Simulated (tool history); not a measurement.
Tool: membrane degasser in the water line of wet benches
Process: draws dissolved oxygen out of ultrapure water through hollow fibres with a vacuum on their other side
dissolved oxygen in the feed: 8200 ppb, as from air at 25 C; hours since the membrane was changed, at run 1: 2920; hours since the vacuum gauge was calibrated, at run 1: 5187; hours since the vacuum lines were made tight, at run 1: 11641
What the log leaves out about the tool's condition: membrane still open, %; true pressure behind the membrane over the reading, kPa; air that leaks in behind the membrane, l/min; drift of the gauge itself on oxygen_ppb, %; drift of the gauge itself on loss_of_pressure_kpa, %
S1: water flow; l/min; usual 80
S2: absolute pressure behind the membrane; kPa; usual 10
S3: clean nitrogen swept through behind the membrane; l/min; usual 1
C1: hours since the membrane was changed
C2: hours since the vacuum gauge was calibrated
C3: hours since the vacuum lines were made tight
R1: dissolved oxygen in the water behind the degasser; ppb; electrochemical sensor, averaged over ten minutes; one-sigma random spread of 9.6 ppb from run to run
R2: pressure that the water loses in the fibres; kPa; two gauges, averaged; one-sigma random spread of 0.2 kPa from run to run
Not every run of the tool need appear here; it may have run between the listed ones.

{"run": 1, "hour": 0.0, "S1": 80, "S2": 10, "S3": 1, "C1": 2920, "C2": 5187, "C3": 11641, "R1": 968.7, "R2": 46.62}
{"run": 2, "hour": 76.8, "S1": 80, "S2": 10, "S3": 1, "C1": 2997, "C2": 5264, "C3": 11718, "R1": 958.6, "R2": 46.58}
{"run": 3, "hour": 153.6, "S1": 80, "S2": 10, "S3": 1, "C1": 3073, "C2": 5340, "C3": 11794, "R1": 952, "R2": 46.6}
{"hour": 243.2, "done": "seals of the vacuum lines changed"}
{"run": 4, "hour": 267.2, "S1": 80, "S2": 10, "S3": 1, "C1": 3185, "C2": 5452, "C3": 24, "R1": 971, "R2": 46.52}
{"run": 5, "hour": 347.6, "S1": 80, "S2": 10, "S3": 1.96, "C1": 3265, "C2": 5532, "C3": 104, "R1": 660.4, "R2": 46.77}
{"run": 6, "hour": 426.4, "S1": 80, "S2": 10, "S3": 1, "C1": 3344, "C2": 5611, "C3": 183, "R1": 957.3, "R2": 46.86}
{"run": 7, "hour": 495.8, "S1": 80, "S2": 10.4, "S3": 1, "C1": 3414, "C2": 5681, "C3": 253, "R1": 1029.4, "R2": 46.82}
{"run": 8, "hour": 549.6, "S1": 80, "S2": 10.4, "S3": 1, "C1": 3467, "C2": 5734, "C3": 306, "R1": 1018.7, "R2": 46.96}
{"run": 9, "hour": 630.6, "S1": 89, "S2": 10, "S3": 1, "C1": 3548, "C2": 5815, "C3": 387, "R1": 1070.8, "R2": 52.18}
{"run": 10, "hour": 705.5, "S1": 77, "S2": 10, "S3": 1, "C1": 3623, "C2": 5890, "C3": 462, "R1": 929.6, "R2": 45.53}
{"run": 11, "hour": 825.7, "S1": 96, "S2": 8.9, "S3": 0.87, "C1": 3743, "C2": 6010, "C3": 582, "R1": 1077.9, "R2": 56.41}
{"hour": 842.3, "done": "vacuum gauge calibrated"}
{"run": 12, "hour": 899.3, "S1": 86, "S2": 9, "S3": 2.64, "C1": 3817, "C2": 57, "C3": 656, "R1": 543, "R2": 50.58}
{"run": 13, "hour": 1002.2, "S1": 86, "S2": 9.8, "S3": 0.49, "C1": 3920, "C2": 160, "C3": 759, "R1": 1408.7, "R2": 50.62}
{"run": 14, "hour": 1112.4, "S1": 119, "S2": 11.6, "S3": 1, "C1": 4030, "C2": 270, "C3": 869, "R1": 1593.4, "R2": 70.43}
{"run": 15, "hour": 1225.7, "S1": 119, "S2": 11.6, "S3": 1, "C1": 4143, "C2": 383, "C3": 982, "R1": 1610.2, "R2": 70.84}
{"run": 16, "hour": 1335.4, "S1": 62, "S2": 10, "S3": 1, "C1": 4253, "C2": 493, "C3": 1092, "R1": 766.3, "R2": 36.51}
{"run": 17, "hour": 1445.8, "S1": 62, "S2": 10, "S3": 0.52, "C1": 4363, "C2": 604, "C3": 1202, "R1": 1107.9, "R2": 36.68}

Run 18 is up next; what results do you expect?
{"run": 18, "hour": 1553.6, "S1": 99, "S2": 16.9, "S3": 1, "C1": 4471, "C2": 711, "C3": 1310, "R1": "?", "R2": "?"}

{"run 18": {"R1": 1952.3, "R2": 58.67}}
Were there no unlogged condition in the tool, this run, its random variation unchanged, would have produced R1 1952.1 ppb, R2 57.47 kPa.
